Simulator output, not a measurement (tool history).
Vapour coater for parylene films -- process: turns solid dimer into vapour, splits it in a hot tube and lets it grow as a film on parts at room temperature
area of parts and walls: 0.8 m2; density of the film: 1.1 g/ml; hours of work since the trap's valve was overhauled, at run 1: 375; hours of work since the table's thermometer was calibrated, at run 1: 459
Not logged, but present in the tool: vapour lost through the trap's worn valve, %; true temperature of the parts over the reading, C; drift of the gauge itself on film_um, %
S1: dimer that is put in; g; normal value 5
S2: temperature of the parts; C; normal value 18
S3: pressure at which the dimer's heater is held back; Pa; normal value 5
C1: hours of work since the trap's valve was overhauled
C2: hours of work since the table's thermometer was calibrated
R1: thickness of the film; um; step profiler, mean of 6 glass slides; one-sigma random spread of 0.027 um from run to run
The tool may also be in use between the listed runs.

run 1 day=0 | S1=5 S2=18 S3=5 | C1=375 C2=459 | R1=3.93
run 2 day=1.479 | S1=5 S2=18 S3=5 | C1=404 C2=487 | R1=3.95
run 3 day=2.85 | S1=5 S2=19 S3=5 | C1=430 C2=513 | R1=3.73
run 4 day=4.438 | S1=5 S2=18 S3=5 | C1=460 C2=544 | R1=3.88
-- day=5.417 trap's valve overhauled
run 5 day=7.675 | S1=5 S2=18 S3=5 | C1=43 C2=602 | R1=4.05
run 6 day=10.521 | S1=5 S2=18 S3=5 | C1=98 C2=657 | R1=4.06
run 7 day=12.988 | S1=5 S2=18 S3=5 | C1=145 C2=704 | R1=4.01
run 8 day=15.642 | S1=5 S2=18 S3=5.71 | C1=195 C2=755 | R1=3.82
run 9 day=17.729 | S1=5 S2=18 S3=5.71 | C1=235 C2=795 | R1=3.85
run 10 day=19.171 | S1=4 S2=18 S3=5 | C1=263 C2=822 | R1=3.15
run 11 day=21.333 | S1=5 S2=18 S3=5 | C1=304 C2=863 | R1=3.92
-- day=21.658 table's thermometer calibrated
run 12 day=24.617 | S1=5 S2=18 S3=5 | C1=366 C2=56 | R1=3.82
run 13 day=27.029 | S1=5 S2=18 S3=5 | C1=412 C2=103 | R1=3.73
run 14 day=30.258 | S1=6 S2=18 S3=2.83 | C1=474 C2=164 | R1=5.11
-- day=30.596 trap's valve overhauled
run 15 day=33 | S1=6 S2=18 S3=2.83 | C1=46 C2=214 | R1=5.33
-- day=33.379 table's thermometer calibrated, once more
run 16 day=35.25 | S1=3 S2=18 S3=5 | C1=88 C2=36 | R1=2.48
run 17 day=37.946 | S1=3 S2=10 S3=5 | C1=140 C2=87 | R1=3.26
run 18 day=40.621 | S1=3 S2=10 S3=5.17 | C1=191 C2=138 | R1=3.31
run 19 day=42.95 | S1=4 S2=12 S3=3.04 | C1=235 C2=183 | R1=4.35
run 20 day=44.292 | S1=5 S2=21 S3=9.11 | C1=261 C2=209 | R1=3.01
run 21 day=47.312 | S1=5 S2=21 S3=9.11 | C1=319 C2=266 | R1=3.01
run 22 day=50.496 | S1=5 S2=21 S3=9.11 | C1=380 C2=327 | R1=2.98
run 23 day=52.042 | S1=4 S2=11 S3=9.11 | C1=409 C2=357 | R1=3.87
run 24 day=54.833 | S1=4 S2=11 S3=9.11 | C1=463 C2=410 | R1=3.86
-- day=55.879 trap's valve overhauled
run 25 day=58.033 | S1=4 S2=23 S3=5 | C1=41 C2=468 | R1=2.55
run 26 day=59.996 | S1=4 S2=23 S3=2.41 | C1=79 C2=506 | R1=2.94

Alternative continuations, all from the tool just after run 26; predict every row:
run A day=61.517 | S1=8 S2=12 S3=9.07 | C1=108 C2=535 | R1=?
run B day=61.517 | S1=2 S2=23 S3=3.48 | C1=108 C2=535 | R1=?
run C day=61.517 | S1=8 S2=23 S3=10.15 | C1=108 C2=535 | R1=?

run=A R1=7.64
run=B R1=1.36
run=C R1=4.36
Stripped of hidden state, with their random variation kept, the same runs would have yielded:
run=A R1=7.92
run=B R1=1.41
run=C R1=4.52
